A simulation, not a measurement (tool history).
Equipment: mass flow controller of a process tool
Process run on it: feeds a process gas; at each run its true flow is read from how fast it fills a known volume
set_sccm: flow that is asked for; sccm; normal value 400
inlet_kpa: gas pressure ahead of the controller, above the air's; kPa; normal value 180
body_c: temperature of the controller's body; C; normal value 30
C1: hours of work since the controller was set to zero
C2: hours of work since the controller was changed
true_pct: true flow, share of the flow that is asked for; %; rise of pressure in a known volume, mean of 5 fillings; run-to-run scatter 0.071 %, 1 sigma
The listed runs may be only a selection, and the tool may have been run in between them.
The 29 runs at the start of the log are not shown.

run 30 day=196.925 | set_sccm=411 inlet_kpa=177 body_c=34 | C1=5054 C2=5054 | true_pct=98.3
run 31 day=203.258 | set_sccm=98 inlet_kpa=237 body_c=30 | C1=5124 C2=5124 | true_pct=92.77
run 32 day=211.738 | set_sccm=131 inlet_kpa=146 body_c=30 | C1=5217 C2=5217 | true_pct=94.68
run 33 day=219.325 | set_sccm=131 inlet_kpa=146 body_c=30 | C1=5300 C2=5300 | true_pct=94.55
run 34 day=224.85 | set_sccm=72 inlet_kpa=146 body_c=31 | C1=5360 C2=5360 | true_pct=91.18
run 35 day=231.438 | set_sccm=180 inlet_kpa=255 body_c=35 | C1=5433 C2=5433 | true_pct=95.24
run 36 day=237.358 | set_sccm=58 inlet_kpa=162 body_c=27 | C1=5498 C2=5498 | true_pct=88.64
run 37 day=243.617 | set_sccm=58 inlet_kpa=189 body_c=36 | C1=5566 C2=5566 | true_pct=89
run 38 day=249.558 | set_sccm=458 inlet_kpa=180 body_c=36 | C1=5631 C2=5631 | true_pct=98.4
run 39 day=259.388 | set_sccm=70 inlet_kpa=210 body_c=37 | C1=5739 C2=5739 | true_pct=90.21
run 40 day=267.104 | set_sccm=229 inlet_kpa=210 body_c=37 | C1=5824 C2=5824 | true_pct=96.3
run 41 day=276.192 | set_sccm=62 inlet_kpa=180 body_c=26 | C1=5924 C2=5924 | true_pct=88.56
run 42 day=284.362 | set_sccm=275 inlet_kpa=141 body_c=24 | C1=6013 C2=6013 | true_pct=96.52
run 43 day=292.933 | set_sccm=275 inlet_kpa=141 body_c=24 | C1=6107 C2=6107 | true_pct=96.32
run 44 day=297.067 | set_sccm=169 inlet_kpa=141 body_c=26 | C1=6153 C2=6153 | true_pct=94.72
run 45 day=302.321 | set_sccm=400 inlet_kpa=155 body_c=33 | C1=6210 C2=6210 | true_pct=97.89
run 46 day=311.225 | set_sccm=471 inlet_kpa=210 body_c=30 | C1=6308 C2=6308 | true_pct=97.53
run 47 day=321.208 | set_sccm=218 inlet_kpa=192 body_c=22 | C1=6417 C2=6417 | true_pct=94.95
run 48 day=326.708 | set_sccm=400 inlet_kpa=267 body_c=22 | C1=6478 C2=6478 | true_pct=96.25

What if the next run were any one of these 3? Each begins from the tool's condition after run 48:
run A day=332.842 | set_sccm=243 inlet_kpa=267 body_c=39 | C1=6545 C2=6545 | true_pct=?
run B day=332.842 | set_sccm=400 inlet_kpa=192 body_c=35 | C1=6545 C2=6545 | true_pct=?
run C day=332.842 | set_sccm=333 inlet_kpa=180 body_c=30 | C1=6545 C2=6545 | true_pct=?

run=A true_pct=95.78
run=B true_pct=97.46
run=C true_pct=96.8
Stripped of hidden state, with their random variation kept, the same runs would have yielded:
run=A true_pct=99.69
run=B true_pct=100.34
run=C true_pct=100.01

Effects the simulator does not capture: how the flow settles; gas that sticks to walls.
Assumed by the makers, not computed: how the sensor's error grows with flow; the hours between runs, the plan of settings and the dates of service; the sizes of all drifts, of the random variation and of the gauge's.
